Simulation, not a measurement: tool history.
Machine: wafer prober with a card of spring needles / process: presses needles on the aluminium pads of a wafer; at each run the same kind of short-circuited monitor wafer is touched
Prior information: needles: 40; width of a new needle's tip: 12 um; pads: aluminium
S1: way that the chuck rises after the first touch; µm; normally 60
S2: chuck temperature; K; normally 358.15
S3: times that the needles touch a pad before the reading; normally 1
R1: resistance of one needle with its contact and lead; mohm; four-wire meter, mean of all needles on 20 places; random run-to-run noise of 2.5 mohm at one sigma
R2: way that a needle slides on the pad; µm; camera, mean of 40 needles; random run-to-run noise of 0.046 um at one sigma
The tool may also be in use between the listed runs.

run 1 hour=0.0 | S1=60 S2=358.15 S3=1 | R1=286 R2=13.85
-- hour=6.5 tips cleaned on abrasive film
-- hour=8.9 height of the first contact set anew
run 2 hour=12.4 | S1=51 S2=358.15 S3=1 | R1=285 R2=11.82
-- hour=15.3 tips cleaned on abrasive film
run 3 hour=23.1 | S1=51 S2=358.15 S3=1 | R1=289 R2=11.91
-- hour=24.4 tips cleaned on abrasive film
-- hour=32.6 tips cleaned on abrasive film
run 4 hour=34.7 | S1=55 S2=358.15 S3=1 | R1=285 R2=12.83
run 5 hour=40.4 | S1=55 S2=358.15 S3=1 | R1=285 R2=12.78
-- hour=41.1 tips cleaned on abrasive film
run 6 hour=48.6 | S1=43 S2=358.15 S3=1 | R1=290 R2=10.02
-- hour=50.4 tips cleaned on abrasive film
run 7 hour=56.7 | S1=43 S2=358.15 S3=1 | R1=294 R2=10.05
-- hour=59.6 tips cleaned on abrasive film
run 8 hour=67.6 | S1=43 S2=358.15 S3=1 | R1=292 R2=10.01
-- hour=68.6 tips cleaned on abrasive film
-- hour=77.4 tips cleaned on abrasive film
run 9 hour=80.0 | S1=51 S2=358.15 S3=1 | R1=287 R2=11.80
run 10 hour=85.3 | S1=51 S2=358.15 S3=1 | R1=284 R2=11.93
-- hour=86.3 tips cleaned on abrasive film
run 11 hour=92.0 | S1=51 S2=358.15 S3=1 | R1=286 R2=11.87
-- hour=94.5 tips cleaned on abrasive film
run 12 hour=100.4 | S1=60 S2=358.15 S3=1 | R1=288 R2=13.96
-- hour=103.5 tips cleaned on abrasive film
run 13 hour=110.8 | S1=60 S2=308.15 S3=1 | R1=269 R2=13.95
-- hour=112.1 tips cleaned on abrasive film
run 14 hour=118.9 | S1=60 S2=308.15 S3=1 | R1=270 R2=14.03
-- hour=121.4 tips cleaned on abrasive film
run 15 hour=124.1 | S1=60 S2=308.15 S3=3 | R1=271 R2=13.94
-- hour=129.7 tips cleaned on abrasive film
run 16 hour=136.5 | S1=42 S2=300.15 S3=2 | R1=276 R2=9.77
-- hour=138.1 tips cleaned on abrasive film
run 17 hour=145.8 | S1=46 S2=371.15 S3=1 | R1=294 R2=10.60
-- hour=146.7 tips cleaned on abrasive film
run 18 hour=153.8 | S1=46 S2=371.15 S3=1 | R1=293 R2=10.70
-- hour=155.4 tips cleaned on abrasive film
run 19 hour=162.9 | S1=46 S2=371.15 S3=1 | R1=291 R2=10.76
-- hour=163.6 tips cleaned on abrasive film
run 20 hour=168.3 | S1=78 S2=358.15 S3=2 | R1=281 R2=18.18
-- hour=172.2 tips cleaned on abrasive film
-- hour=175.4 height of the first contact set anew
run 21 hour=178.6 | S1=49 S2=335.15 S3=1 | R1=282 R2=11.48
-- hour=180.7 tips cleaned on abrasive film
run 22 hour=188.5 | S1=43 S2=358.15 S3=2 | R1=290 R2=10.06
-- hour=189.8 tips cleaned on abrasive film
-- hour=198.5 tips cleaned on abrasive film
run 23 hour=200.3 | S1=60 S2=344.15 S3=1 | R1=285 R2=14.03
-- hour=206.9 tips cleaned on abrasive film
run 24 hour=209.4 | S1=44 S2=308.15 S3=3 | R1=277 R2=10.27
-- hour=215.5 tips cleaned on abrasive film
run 25 hour=220.9 | S1=44 S2=308.15 S3=2 | R1=275 R2=10.32
-- hour=223.7 tips cleaned on abrasive film
run 26 hour=228.0 | S1=60 S2=358.15 S3=2 | R1=287 R2=14.00
-- hour=232.2 tips cleaned on abrasive film
run 27 hour=236.3 | S1=60 S2=358.15 S3=2 | R1=287 R2=14.19
-- hour=240.4 tips cleaned on abrasive film
run 28 hour=247.4 | S1=60 S2=366.15 S3=2 | R1=288 R2=14.08

Estimate the outcome of run 29 from the log above:
-- hour=248.8 tips cleaned on abrasive film
-- hour=257.7 tips cleaned on abrasive film
run 29 hour=258.1 | S1=60 S2=366.15 S3=2 | R1=? R2=?

{"run 29": {"R1": 290, "R2": 14.12}}
With no hidden state in the tool, this same run would have given R1 289 mohm, R2 13.92 µm.
